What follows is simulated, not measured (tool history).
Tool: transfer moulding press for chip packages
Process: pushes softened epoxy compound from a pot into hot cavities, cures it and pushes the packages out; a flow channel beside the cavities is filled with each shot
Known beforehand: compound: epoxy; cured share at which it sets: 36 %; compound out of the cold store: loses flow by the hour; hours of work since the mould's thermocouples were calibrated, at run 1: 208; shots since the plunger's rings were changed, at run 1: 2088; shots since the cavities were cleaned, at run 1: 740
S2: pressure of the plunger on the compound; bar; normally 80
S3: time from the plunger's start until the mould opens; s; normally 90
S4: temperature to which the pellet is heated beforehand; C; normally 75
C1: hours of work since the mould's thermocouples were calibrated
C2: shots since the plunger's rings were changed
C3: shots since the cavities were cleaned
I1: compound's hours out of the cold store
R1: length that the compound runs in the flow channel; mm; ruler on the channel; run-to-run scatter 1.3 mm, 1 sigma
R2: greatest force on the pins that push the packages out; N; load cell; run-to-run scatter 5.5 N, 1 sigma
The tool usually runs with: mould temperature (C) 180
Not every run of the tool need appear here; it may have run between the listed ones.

{"run": 1, "hour": 0.0, "mould temperature (C)": 180, "S2": 80, "S3": 90, "S4": 75, "C1": 208, "C2": 2088, "C3": 740, "I1": 19.5, "R1": 733, "R2": 195}
{"hour": 15.4, "done": "cavities cleaned with cleaning compound and waxed"}
{"run": 2, "hour": 44.9, "mould temperature (C)": 180, "S2": 80, "S3": 90, "S4": 75, "C1": 240, "C2": 2671, "C3": 396, "I1": 34.7, "R1": 706, "R2": 188}
{"hour": 55.2, "done": "plunger's sealing rings changed"}
{"hour": 87.6, "done": "cavities cleaned with cleaning compound and waxed"}
{"run": 3, "hour": 103.8, "mould temperature (C)": 180, "S2": 80, "S3": 90, "S4": 75, "C1": 279, "C2": 633, "C3": 217, "I1": 19.1, "R1": 737, "R2": 203}
{"run": 4, "hour": 141.9, "mould temperature (C)": 180, "S2": 80, "S3": 90, "S4": 75, "C1": 307, "C2": 1145, "C3": 729, "I1": 43.7, "R1": 690, "R2": 191}
{"hour": 159.7, "done": "cavities cleaned with cleaning compound and waxed"}
{"run": 5, "hour": 171.5, "mould temperature (C)": 180, "S2": 80, "S3": 90, "S4": 75, "C1": 327, "C2": 1524, "C3": 158, "I1": 34.3, "R1": 707, "R2": 184}
{"run": 6, "hour": 214.9, "mould temperature (C)": 180, "S2": 80, "S3": 90, "S4": 75, "C1": 358, "C2": 2108, "C3": 742, "I1": 44.6, "R1": 689, "R2": 191}
{"hour": 231.6, "done": "cavities cleaned with cleaning compound and waxed"}
{"hour": 269.2, "done": "plunger's sealing rings changed"}
{"run": 7, "hour": 277.1, "mould temperature (C)": 180, "S2": 80, "S3": 90, "S4": 75, "C1": 400, "C2": 106, "C3": 578, "I1": 38.4, "R1": 699, "R2": 196}
{"hour": 303.2, "done": "cavities cleaned with cleaning compound and waxed"}
{"run": 8, "hour": 311.2, "mould temperature (C)": 180, "S2": 80, "S3": 86, "S4": 75, "C1": 424, "C2": 545, "C3": 108, "I1": 36.3, "R1": 703, "R2": 209}
{"hour": 335.6, "done": "mould's thermocouples calibrated"}
{"run": 9, "hour": 358.7, "mould temperature (C)": 180, "S2": 80, "S3": 86, "S4": 75, "C1": 17, "C2": 1156, "C3": 719, "I1": 37, "R1": 703, "R2": 205}
{"hour": 376.6, "done": "cavities cleaned with cleaning compound and waxed"}
{"run": 10, "hour": 393.4, "mould temperature (C)": 180, "S2": 80, "S3": 86, "S4": 75, "C1": 41, "C2": 1602, "C3": 225, "I1": 13.4, "R1": 746, "R2": 207}
{"run": 11, "hour": 419.6, "mould temperature (C)": 180, "S2": 80, "S3": 90, "S4": 75, "C1": 60, "C2": 1956, "C3": 579, "I1": 23, "R1": 726, "R2": 188}
{"hour": 446.2, "done": "cavities cleaned with cleaning compound and waxed"}
{"run": 12, "hour": 467.7, "mould temperature (C)": 180, "S2": 80, "S3": 90, "S4": 75, "C1": 93, "C2": 2583, "C3": 291, "I1": 39.4, "R1": 699, "R2": 192}
{"hour": 486.6, "done": "plunger's sealing rings changed"}
{"run": 13, "hour": 499.3, "mould temperature (C)": 180, "S2": 80, "S3": 90, "S4": 75, "C1": 114, "C2": 171, "C3": 682, "I1": 15.3, "R1": 741, "R2": 191}
{"hour": 519.9, "done": "cavities cleaned with cleaning compound and waxed"}
{"run": 14, "hour": 529.4, "mould temperature (C)": 180, "S2": 80, "S3": 90, "S4": 75, "C1": 135, "C2": 554, "C3": 127, "I1": 41.6, "R1": 693, "R2": 192}
{"run": 15, "hour": 584.2, "mould temperature (C)": 179, "S2": 62.3, "S3": 90, "S4": 70, "C1": 174, "C2": 1292, "C3": 865, "I1": 12.3, "R1": 663, "R2": 200}
{"hour": 591.0, "done": "cavities cleaned with cleaning compound and waxed"}
{"run": 16, "hour": 635.0, "mould temperature (C)": 179, "S2": 62.3, "S3": 90, "S4": 70, "C1": 210, "C2": 1955, "C3": 592, "I1": 21.6, "R1": 645, "R2": 209}
{"hour": 662.1, "done": "cavities cleaned with cleaning compound and waxed"}
{"run": 17, "hour": 672.7, "mould temperature (C)": 179, "S2": 62.3, "S3": 90, "S4": 70, "C1": 236, "C2": 2442, "C3": 143, "I1": 22.8, "R1": 647, "R2": 191}
{"hour": 699.5, "done": "plunger's sealing rings changed"}
{"run": 18, "hour": 716.3, "mould temperature (C)": 180, "S2": 65.2, "S3": 90, "S4": 77, "C1": 266, "C2": 225, "C3": 695, "I1": 19.7, "R1": 662, "R2": 191}
{"hour": 733.6, "done": "cavities cleaned with cleaning compound and waxed"}
{"run": 19, "hour": 768.5, "mould temperature (C)": 180, "S2": 79.6, "S3": 90, "S4": 75, "C1": 302, "C2": 907, "C3": 469, "I1": 10.3, "R1": 750, "R2": 189}
{"run": 20, "hour": 798.9, "mould temperature (C)": 180, "S2": 79.6, "S3": 90, "S4": 75, "C1": 324, "C2": 1316, "C3": 878, "I1": 16.1, "R1": 739, "R2": 186}
{"hour": 803.6, "done": "cavities cleaned with cleaning compound and waxed"}
{"run": 21, "hour": 852.3, "mould temperature (C)": 180, "S2": 79.6, "S3": 90, "S4": 75, "C1": 362, "C2": 2014, "C3": 654, "I1": 19, "R1": 734, "R2": 198}
{"hour": 872.2, "done": "cavities cleaned with cleaning compound and waxed"}
{"run": 22, "hour": 890.6, "mould temperature (C)": 184, "S2": 80, "S3": 90, "S4": 75, "C1": 388, "C2": 2509, "C3": 247, "I1": 15.8, "R1": 735, "R2": 170}
{"hour": 913.0, "done": "plunger's sealing rings changed"}
{"run": 23, "hour": 922.0, "mould temperature (C)": 184, "S2": 80, "S3": 90, "S4": 75, "C1": 409, "C2": 120, "C3": 635, "I1": 16.1, "R1": 734, "R2": 168}
{"hour": 943.8, "done": "cavities cleaned with cleaning compound and waxed"}
{"hour": 972.9, "done": "mould's thermocouples calibrated"}
{"run": 24, "hour": 979.2, "mould temperature (C)": 179, "S2": 80, "S3": 89, "S4": 75, "C1": 5, "C2": 843, "C3": 449, "I1": 19.5, "R1": 737, "R2": 200}
{"hour": 1014.4, "done": "cavities cleaned with cleaning compound and waxed"}
{"run": 25, "hour": 1033.9, "mould temperature (C)": 179, "S2": 62.2, "S3": 83, "S4": 75, "C1": 43, "C2": 1559, "C3": 262, "I1": 31.2, "R1": 630, "R2": 223}
{"run": 26, "hour": 1075.6, "mould temperature (C)": 179, "S2": 62.2, "S3": 83, "S4": 75, "C1": 73, "C2": 2119, "C3": 822, "I1": 12, "R1": 664, "R2": 242}

Below are 3 alternative next runs, each starting from the tool's condition after run 26. Predict each:
{"hour": 1084.6, "done": "cavities cleaned with cleaning compound and waxed"}
{"run": "A", "hour": 1118.8, "mould temperature (C)": 180, "S2": 81.2, "S3": 90, "S4": 76, "C1": 103, "C2": 2680, "C3": 461, "I1": 13.8, "R1": "?", "R2": "?"}
{"hour": 1084.6, "done": "cavities cleaned with cleaning compound and waxed"}
{"run": "B", "hour": 1118.8, "mould temperature (C)": 172, "S2": 83.4, "S3": 122, "S4": 75, "C1": 103, "C2": 2680, "C3": 461, "I1": 8.5, "R1": "?", "R2": "?"}
{"hour": 1084.6, "done": "cavities cleaned with cleaning compound and waxed"}
{"run": "C", "hour": 1118.8, "mould temperature (C)": 176, "S2": 80, "S3": 90, "S4": 73, "C1": 103, "C2": 2680, "C3": 461, "I1": 41.1, "R1": "?", "R2": "?"}

run=A R1=754 R2=193
run=B R1=791 R2=180
run=C R1=705 R2=231
Without the tool's hidden state the same runs would have given:
run=A R1=755 R2=190
run=B R1=791 R2=178
run=C R1=705 R2=228
